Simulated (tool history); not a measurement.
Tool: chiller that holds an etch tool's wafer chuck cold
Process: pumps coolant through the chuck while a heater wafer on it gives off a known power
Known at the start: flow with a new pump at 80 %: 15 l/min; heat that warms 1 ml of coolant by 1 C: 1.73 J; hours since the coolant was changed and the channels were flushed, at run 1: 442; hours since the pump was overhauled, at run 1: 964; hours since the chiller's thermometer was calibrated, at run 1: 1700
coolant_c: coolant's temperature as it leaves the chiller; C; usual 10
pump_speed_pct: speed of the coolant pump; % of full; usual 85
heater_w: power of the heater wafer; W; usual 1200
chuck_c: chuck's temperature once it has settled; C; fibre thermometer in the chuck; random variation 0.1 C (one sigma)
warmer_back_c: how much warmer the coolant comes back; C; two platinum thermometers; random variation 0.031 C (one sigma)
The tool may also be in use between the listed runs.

| run | hour | coolant_c | pump_speed_pct | heater_w | hours since the coolant was changed and the channels were flushed | hours since the pump was overhauled | hours since the chiller's thermometer was calibrated | chuck_c | warmer_back_c |
|---|---|---|---|---|---|---|---|---|---|
| 1 | 0 | 10 | 85 | 1200 | 442 | 964 | 1700 | 17.5 | 2.62 |
| 2 | 25 | 10 | 85 | 1200 | 467 | 989 | 1725 | 17.6 | 2.6 |
| 3 | 57.5 | 10 | 85 | 957 | 499 | 1022 | 1758 | 15.9 | 2.1 |
| 4 | 96.8 | 10 | 85 | 957 | 538 | 1061 | 1797 | 16 | 2.15 |
| 5 | 121.1 | 10 | 85 | 1200 | 563 | 1085 | 1821 | 17.7 | 2.67 |
| 6 | 156.7 | 10 | 85 | 1200 | 598 | 1121 | 1857 | 17.5 | 2.76 |
| 7 | 202.5 | 10 | 85 | 1200 | 644 | 1167 | 1903 | 17.4 | 2.71 |
| 8 | 230.5 | 10 | 61 | 1200 | 672 | 1195 | 1931 | 20.1 | 3.92 |
| 9 | 260.9 | 10 | 61 | 1200 | 702 | 1225 | 1961 | 20.2 | 3.9 |
| 10 | 287.1 | 10 | 61 | 1200 | 729 | 1251 | 1987 | 20 | 3.92 |
| 11 | 310.4 | 10 | 85 | 1200 | 752 | 1275 | 2011 | 17.5 | 2.8 |
| 12 | 344.9 | 10 | 60 | 1200 | 786 | 1309 | 2045 | 20.2 | 4.07 |
| 13 | 387.5 | 10 | 85 | 1689 | 829 | 1352 | 2088 | 20.7 | 3.9 |
| 14 | 427.4 | 10 | 85 | 1689 | 869 | 1392 | 2127 | 20.6 | 3.93 |
| 15 | 449.9 | 10 | 85 | 1689 | 892 | 1414 | 2150 | 20.8 | 3.95 |
| 16 | 481 | 10 | 85 | 1689 | 923 | 1445 | 2181 | 20.7 | 3.99 |
| 17 | 511.5 | 14 | 68 | 639 | 953 | 1476 | 2212 | 18.8 | 2.1 |
| 18 | 535.4 | 14 | 77 | 639 | 977 | 1500 | 2236 | 18.5 | 1.85 |
| 19 | 560.5 | 10 | 85 | 957 | 1002 | 1525 | 2261 | 16.1 | 2.42 |

The next listed run, before its measurement:
| 20 | 588.8 | 10 | 85 | 957 | 1030 | 1553 | 2289 | ? | ? |

{"run 20": {"chuck_c": 16.1, "warmer_back_c": 2.46}}
Without the tool's hidden state the same run would have given chuck_c 16.1 C, warmer_back_c 2.1 C.
